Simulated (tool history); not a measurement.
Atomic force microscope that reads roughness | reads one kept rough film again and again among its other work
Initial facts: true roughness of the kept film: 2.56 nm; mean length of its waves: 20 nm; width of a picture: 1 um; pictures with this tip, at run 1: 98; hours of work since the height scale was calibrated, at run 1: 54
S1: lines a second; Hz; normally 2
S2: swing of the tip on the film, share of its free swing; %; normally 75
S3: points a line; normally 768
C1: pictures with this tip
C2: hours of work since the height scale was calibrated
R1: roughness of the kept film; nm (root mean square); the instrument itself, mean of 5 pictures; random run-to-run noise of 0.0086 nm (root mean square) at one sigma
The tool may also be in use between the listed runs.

run   hour    S1  S2   S3   C1   C2     R1
  1      0     2  75  768   98   54  1.884
  2   31.9     2  75  588  127   70  1.888
  3   59.7     2  75  768  152   84  1.893
  4   83.2     2  75  768  174   96  1.881
  5  107.4     2  75  768  196  109  1.902
  6  150.6     2  75  768  236  131  1.892
  7  180.9  1.02  75  768  264  146  2.001
  8    234  1.02  75  768  313  173  1.997
     237.1  -- new tip fitted
  9  282.9  1.02  75  768   42  198  2.023
 10  324.7     2  75  768   81  219  1.892
 11  360.1     2  75  768  113  237  1.903
 12  399.4     2  75  481  149  257  1.871
 13  432.9     2  75  768  180  274  1.908
 14  462.7     2  75  799  208  290  1.894
 15  504.3     2  75  768  246  311  1.893
 16  556.5     2  75  768  294  337  1.894
     580.5  -- new tip fitted
 17  596.8     2  75  768   15  358  1.897
 18  637.8  0.93  75  768   53  379  2.031
 19  692.4     2  56  768  103  406  2.069
 20  718.2     2  75  768  127  419  1.887
 21  750.4     2  75  768  157  436  1.892
 22  778.8     2  75  768  183  450  1.901
 23    812     2  61  768  213  467  2.035
 24  839.5     2  59  633  239  481  2.057
 25  862.8  1.26  75  659  260  493  1.971
 26  896.4  1.26  67  645  291  510  2.033
 27  920.1  3.13  55  645  313  522  2.019

Expected results for the next run?
     923.9  -- new tip fitted
 28  964.4  3.13  55  645  37  545   ?

R1: 2.028 nm (root mean square)
Minus the tool's unlogged condition, the same run would have read R1 2.029 nm (root mean square).
